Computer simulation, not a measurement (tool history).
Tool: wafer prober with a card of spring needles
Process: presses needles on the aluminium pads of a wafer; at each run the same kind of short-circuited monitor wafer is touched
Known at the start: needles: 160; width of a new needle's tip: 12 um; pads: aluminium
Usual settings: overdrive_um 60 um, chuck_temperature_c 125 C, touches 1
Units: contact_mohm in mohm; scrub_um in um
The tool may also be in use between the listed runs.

| run | hour | overdrive_um | chuck_temperature_c | touches | contact_mohm | scrub_um |
|---|---|---|---|---|---|---|
| 1 | 0 | 60 | 125 | 1 | 253 | 16.05 |
|  | 15.6 | tips cleaned on abrasive film |
| 2 | 28 | 60 | 125 | 3 | 223 | 15.96 |
|  | 53.7 | tips cleaned on abrasive film |
| 3 | 69.6 | 60 | 125 | 3 | 222 | 15.96 |
|  | 89 | tips cleaned on abrasive film |
|  | 124.5 | tips cleaned on abrasive film |
| 4 | 136.5 | 60 | 125 | 3 | 221 | 16.1 |
|  | 158.5 | tips cleaned on abrasive film |
|  | 195.1 | tips cleaned on abrasive film |
| 5 | 195.4 | 60 | 125 | 3 | 210 | 15.87 |
|  | 232.5 | tips cleaned on abrasive film |
| 6 | 241.7 | 60 | 125 | 2 | 223 | 15.86 |
|  | 269.8 | tips cleaned on abrasive film |
| 7 | 302 | 60 | 125 | 2 | 239 | 15.69 |
|  | 304.8 | tips cleaned on abrasive film |
|  | 336.9 | height of the first contact set anew |
|  | 342.7 | tips cleaned on abrasive film |
| 8 | 351 | 60 | 125 | 2 | 220 | 16.31 |
|  | 377.7 | tips cleaned on abrasive film |
| 9 | 382.7 | 60 | 125 | 1 | 227 | 16.23 |
|  | 414.3 | tips cleaned on abrasive film |
| 10 | 439.3 | 60 | 125 | 1 | 249 | 16.19 |
|  | 448.5 | tips cleaned on abrasive film |
|  | 487.8 | tips cleaned on abrasive film |
| 11 | 494.2 | 60 | 125 | 1 | 228 | 16.33 |
|  | 523.1 | tips cleaned on abrasive film |
|  | 557.6 | tips cleaned on abrasive film |
| 12 | 557.6 | 60 | 125 | 3 | 211 | 16.04 |
|  | 595.6 | tips cleaned on abrasive film |
| 13 | 618.5 | 60 | 125 | 1 | 250 | 16.17 |
|  | 631.2 | tips cleaned on abrasive film |
| 14 | 662.5 | 60 | 125 | 1 | 252 | 16.17 |
|  | 666.4 | tips cleaned on abrasive film |
|  | 700.9 | tips cleaned on abrasive film |
| 15 | 706.9 | 60 | 125 | 1 | 230 | 16.15 |
|  | 734.5 | tips cleaned on abrasive film |
|  | 768.2 | tips cleaned on abrasive film |
| 16 | 774.6 | 60 | 125 | 1 | 224 | 15.85 |
|  | 801.9 | tips cleaned on abrasive film |
|  | 840.2 | tips cleaned on abrasive film |
| 17 | 842.8 | 76 | 83 | 2 | 204 | 20.32 |
|  | 876.1 | tips cleaned on abrasive film |
| 18 | 904.2 | 72 | 76 | 3 | 211 | 19.1 |
|  | 912.5 | tips cleaned on abrasive film |
| 19 | 934.7 | 74 | 62 | 2 | 213 | 19.69 |
|  | 947.9 | tips cleaned on abrasive film |
|  | 983.1 | tips cleaned on abrasive film |
| 20 | 1002.2 | 64 | 27 | 2 | 216 | 16.77 |
|  | 1018.9 | tips cleaned on abrasive film |
| 21 | 1030.2 | 64 | 80 | 2 | 218 | 16.74 |
|  | 1057.8 | tips cleaned on abrasive film |
|  | 1091.8 | tips cleaned on abrasive film |
| 22 | 1097.9 | 59 | 80 | 2 | 212 | 15.44 |
|  | 1127.7 | tips cleaned on abrasive film |
| 23 | 1140.2 | 77 | 33 | 2 | 204 | 20.17 |
|  | 1164.1 | tips cleaned on abrasive film |
|  | 1197.9 | tips cleaned on abrasive film |
| 24 | 1197.9 | 58 | 33 | 1 | 196 | 15.27 |
|  | 1204 | height of the first contact set anew |
|  | 1234.5 | tips cleaned on abrasive film |
| 25 | 1245.9 | 58 | 33 | 1 | 228 | 15.85 |
|  | 1269.4 | tips cleaned on abrasive film |
|  | 1306 | tips cleaned on abrasive film |
| 26 | 1313.5 | 58 | 33 | 1 | 218 | 15.67 |
|  | 1343.5 | tips cleaned on abrasive film |
| 27 | 1352.8 | 58 | 33 | 1 | 221 | 15.72 |
|  | 1377.6 | tips cleaned on abrasive film |
| 28 | 1386.8 | 58 | 33 | 1 | 219 | 15.59 |
|  | 1412.6 | tips cleaned on abrasive film |
| 29 | 1438.7 | 60 | 125 | 1 | 251 | 16.23 |
|  | 1447.8 | tips cleaned on abrasive film |
| 30 | 1473.3 | 60 | 79 | 2 | 228 | 16.18 |
|  | 1483.2 | tips cleaned on abrasive film |
|  | 1518.3 | tips cleaned on abrasive film |
| 31 | 1522.3 | 68 | 125 | 3 | 212 | 18.38 |
|  | 1552.6 | tips cleaned on abrasive film |
| 32 | 1579 | 60 | 46 | 2 | 221 | 16.05 |

Forecast each of these 3 alternatives for the next run:
|  | 1589.5 | tips cleaned on abrasive film |
| A | 1607.9 | 74 | 40 | 1 | ? | ? |
|  | 1589.5 | tips cleaned on abrasive film |
| B | 1607.9 | 60 | 70 | 2 | ? | ? |
|  | 1589.5 | tips cleaned on abrasive film |
| C | 1607.9 | 63 | 26 | 2 | ? | ? |

| run | contact_mohm | scrub_um |
|---|---|---|
| A | 223 | 19.88 |
| B | 224 | 16.22 |
| C | 213 | 16.92 |
Without the tool's hidden state the same runs would have given:
| run | contact_mohm | scrub_um |
|---|---|---|
| A | 192 | 20.25 |
| B | 199 | 16.6 |
| C | 189 | 17.3 |
